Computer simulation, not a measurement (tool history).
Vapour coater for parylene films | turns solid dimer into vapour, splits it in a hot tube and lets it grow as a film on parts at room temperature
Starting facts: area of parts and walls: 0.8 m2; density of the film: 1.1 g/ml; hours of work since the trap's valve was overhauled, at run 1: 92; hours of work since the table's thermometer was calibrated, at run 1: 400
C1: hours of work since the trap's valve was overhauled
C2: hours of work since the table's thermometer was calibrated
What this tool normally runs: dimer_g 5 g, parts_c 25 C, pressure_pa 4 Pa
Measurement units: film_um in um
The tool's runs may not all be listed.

Run 1, hour 0: usual settings; C1 92; C2 400. Result: film_um 2.9 um.
Run 2, hour 41.2: usual settings but parts_c 28 C; C1 110; C2 418. Result: film_um 2.73 um.
Run 3, hour 88.3: usual settings; C1 131; C2 439. Result: film_um 2.91 um.
Run 4, hour 134.4: usual settings; C1 151; C2 459. Result: film_um 2.83 um.
Run 5, hour 160: usual settings; C1 163; C2 470. Result: film_um 2.81 um.
Run 6, hour 196.2: usual settings; C1 179; C2 486. Result: film_um 2.82 um.
Run 7, hour 238.4: usual settings but parts_c 22 C; C1 197; C2 505. Result: film_um 2.95 um.
Run 8, hour 277.3: usual settings but pressure_pa 7.07 Pa; C1 214; C2 522. Result: film_um 2.42 um.
Run 9, hour 305.6: usual settings but pressure_pa 7.07 Pa; C1 227; C2 535. Result: film_um 2.44 um.
Run 10, hour 335.2: usual settings but pressure_pa 7.07 Pa; C1 240; C2 548. Result: film_um 2.41 um.
Run 11, hour 370: usual settings but pressure_pa 4.34 Pa; C1 255; C2 563. Result: film_um 2.69 um.
Run 12, hour 400.9: usual settings; C1 269; C2 577. Result: film_um 2.68 um.
At hour 431.7: trap's valve overhauled.
Run 13, hour 443: usual settings; C1 5; C2 594. Result: film_um 2.99 um.
Run 14, hour 489.3: usual settings but dimer_g 8 g; C1 25; C2 614. Result: film_um 4.8 um.
Run 15, hour 510.6: usual settings but dimer_g 8 g; C1 35; C2 623. Result: film_um 4.74 um.
Run 16, hour 545.3: usual settings but dimer_g 8 g; C1 50; C2 639. Result: film_um 4.65 um.
Run 17, hour 588.4: usual settings but dimer_g 2 g, parts_c 22 C; C1 69; C2 658. Result: film_um 1.23 um.
Run 18, hour 610.4: usual settings but dimer_g 2 g, parts_c 22 C; C1 79; C2 667. Result: film_um 1.19 um.
Run 19, hour 644.9: usual settings but parts_c 30 C, pressure_pa 4.71 Pa; C1 94; C2 683. Result: film_um 2.56 um.
Run 20, hour 677.1: usual settings but dimer_g 4 g, parts_c 28 C, pressure_pa 9.36 Pa; C1 108; C2 697. Result: film_um 1.83 um.
Run 21, hour 723: usual settings but dimer_g 4 g, parts_c 28 C, pressure_pa 9.36 Pa; C1 129; C2 717. Result: film_um 1.86 um.
Run 22, hour 753: usual settings but dimer_g 4 g, parts_c 28 C, pressure_pa 9.36 Pa; C1 142; C2 730. Result: film_um 1.79 um.
Run 23, hour 779.5: usual settings but dimer_g 7 g, parts_c 20 C, pressure_pa 2.65 Pa; C1 154; C2 742. Result: film_um 4.61 um.
Run 24, hour 801.8: usual settings but dimer_g 7 g, parts_c 29 C, pressure_pa 5.41 Pa; C1 163; C2 752. Result: film_um 3.46 um.
Run 25, hour 821.8: usual settings but dimer_g 4 g, parts_c 29 C, pressure_pa 5.41 Pa; C1 172; C2 761. Result: film_um 1.97 um.
Run 26, hour 854.4: usual settings but dimer_g 8 g, pressure_pa 7.11 Pa; C1 187; C2 775. Result: film_um 3.91 um.
Run 27, hour 879.8: usual settings but dimer_g 8 g, pressure_pa 7.11 Pa; C1 198; C2 786. Result: film_um 3.92 um.
Run 28, hour 903.1: usual settings but dimer_g 8 g, parts_c 24 C, pressure_pa 3.32 Pa; C1 208; C2 797. Result: film_um 4.68 um.
Run 29, hour 942.1: usual settings but dimer_g 8 g, parts_c 32 C; C1 225; C2 814. Result: film_um 3.93 um.
Run 30, hour 973.6: usual settings but dimer_g 8 g, parts_c 19 C, pressure_pa 5.13 Pa; C1 239; C2 828. Result: film_um 4.6 um.

Forecast each of these 5 alternatives for the next run:
Run A, hour 1003.9: usual settings but pressure_pa 11.25 Pa; C1 253; C2 841. Result: film_um ?.
Run B, hour 1003.9: usual settings but dimer_g 3 g, pressure_pa 3.22 Pa; C1 253; C2 841. Result: film_um ?.
Run C, hour 1003.9: usual settings but parts_c 30 C; C1 253; C2 841. Result: film_um ?.
Run D, hour 1003.9: usual settings but dimer_g 3 g, parts_c 19 C, pressure_pa 5.13 Pa; C1 253; C2 841. Result: film_um ?.
Run E, hour 1003.9: usual settings but parts_c 32 C, pressure_pa 2.37 Pa; C1 253; C2 841. Result: film_um ?.

run  film_um
  A     2.22
  B     1.71
  C     2.49
  D      1.7
  E     2.72
Without the tool's unlogged condition, the same runs would have read:
run  film_um
  A     2.43
  B     1.87
  C     2.73
  D     1.87
  E     2.98
